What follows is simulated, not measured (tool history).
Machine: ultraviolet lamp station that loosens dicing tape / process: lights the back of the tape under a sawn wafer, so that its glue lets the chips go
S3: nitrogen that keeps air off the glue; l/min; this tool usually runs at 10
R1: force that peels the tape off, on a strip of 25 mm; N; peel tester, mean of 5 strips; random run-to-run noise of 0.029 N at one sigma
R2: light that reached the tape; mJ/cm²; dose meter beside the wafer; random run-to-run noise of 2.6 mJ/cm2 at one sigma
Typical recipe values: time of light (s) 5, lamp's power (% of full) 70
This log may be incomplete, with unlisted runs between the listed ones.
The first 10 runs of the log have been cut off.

{"hour": 620.8, "done": "lamp changed"}
{"run": 11, "hour": 643.3, "time of light (s)": 5, "lamp's power (% of full)": 70, "S3": 4, "R1": 3.009, "R2": 307}
{"run": 12, "hour": 697.0, "time of light (s)": 5, "lamp's power (% of full)": 70, "S3": 10, "R1": 1.793, "R2": 301}
{"run": 13, "hour": 764.8, "time of light (s)": 5, "lamp's power (% of full)": 70, "S3": 10, "R1": 1.853, "R2": 290}
{"run": 14, "hour": 843.2, "time of light (s)": 6, "lamp's power (% of full)": 70, "S3": 10, "R1": 1.393, "R2": 337}
{"run": 15, "hour": 893.6, "time of light (s)": 5, "lamp's power (% of full)": 70, "S3": 11, "R1": 1.833, "R2": 280}
{"run": 16, "hour": 980.4, "time of light (s)": 5, "lamp's power (% of full)": 70, "S3": 11, "R1": 1.911, "R2": 269}
{"hour": 1033.7, "done": "window cleaned of glue's vapour"}
{"run": 17, "hour": 1079.5, "time of light (s)": 5, "lamp's power (% of full)": 70, "S3": 10, "R1": 1.59, "R2": 311}
{"run": 18, "hour": 1137.6, "time of light (s)": 5, "lamp's power (% of full)": 70, "S3": 10, "R1": 1.687, "R2": 305}
{"run": 19, "hour": 1223.3, "time of light (s)": 3, "lamp's power (% of full)": 70, "S3": 10, "R1": 3.583, "R2": 179}
{"run": 20, "hour": 1295.5, "time of light (s)": 5, "lamp's power (% of full)": 70, "S3": 10, "R1": 1.832, "R2": 291}
{"run": 21, "hour": 1386.9, "time of light (s)": 5, "lamp's power (% of full)": 70, "S3": 10, "R1": 1.912, "R2": 281}
{"run": 22, "hour": 1440.3, "time of light (s)": 4, "lamp's power (% of full)": 91, "S3": 11, "R1": 1.716, "R2": 289}
{"run": 23, "hour": 1483.9, "time of light (s)": 4, "lamp's power (% of full)": 70, "S3": 10, "R1": 2.796, "R2": 219}
{"run": 24, "hour": 1588.6, "time of light (s)": 5, "lamp's power (% of full)": 65, "S3": 8, "R1": 2.756, "R2": 246}
{"run": 25, "hour": 1681.0, "time of light (s)": 4, "lamp's power (% of full)": 93, "S3": 10, "R1": 2.052, "R2": 270}
{"run": 26, "hour": 1737.4, "time of light (s)": 4, "lamp's power (% of full)": 93, "S3": 10, "R1": 2.069, "R2": 269}
{"run": 27, "hour": 1804.2, "time of light (s)": 4, "lamp's power (% of full)": 94, "S3": 4, "R1": 3.53, "R2": 262}
{"hour": 1816.3, "done": "window cleaned of glue's vapour"}
{"run": 28, "hour": 1875.9, "time of light (s)": 5, "lamp's power (% of full)": 98, "S3": 15, "R1": 0.732, "R2": 392}
{"run": 29, "hour": 1979.2, "time of light (s)": 5, "lamp's power (% of full)": 98, "S3": 15, "R1": 0.777, "R2": 376}
{"run": 30, "hour": 2071.8, "time of light (s)": 4, "lamp's power (% of full)": 70, "S3": 10, "R1": 2.924, "R2": 209}
{"run": 31, "hour": 2163.4, "time of light (s)": 4, "lamp's power (% of full)": 70, "S3": 10, "R1": 2.969, "R2": 207}

The next listed run, before its measurement:
{"run": 32, "hour": 2254.8, "time of light (s)": 5, "lamp's power (% of full)": 99, "S3": 14, "R1": "?", "R2": "?"}

{"run 32": {"R1": 0.972, "R2": 353}}
Were there no unlogged condition in the tool, this run, its random variation unchanged, would have produced R1 0.481 N, R2 474 mJ/cm².

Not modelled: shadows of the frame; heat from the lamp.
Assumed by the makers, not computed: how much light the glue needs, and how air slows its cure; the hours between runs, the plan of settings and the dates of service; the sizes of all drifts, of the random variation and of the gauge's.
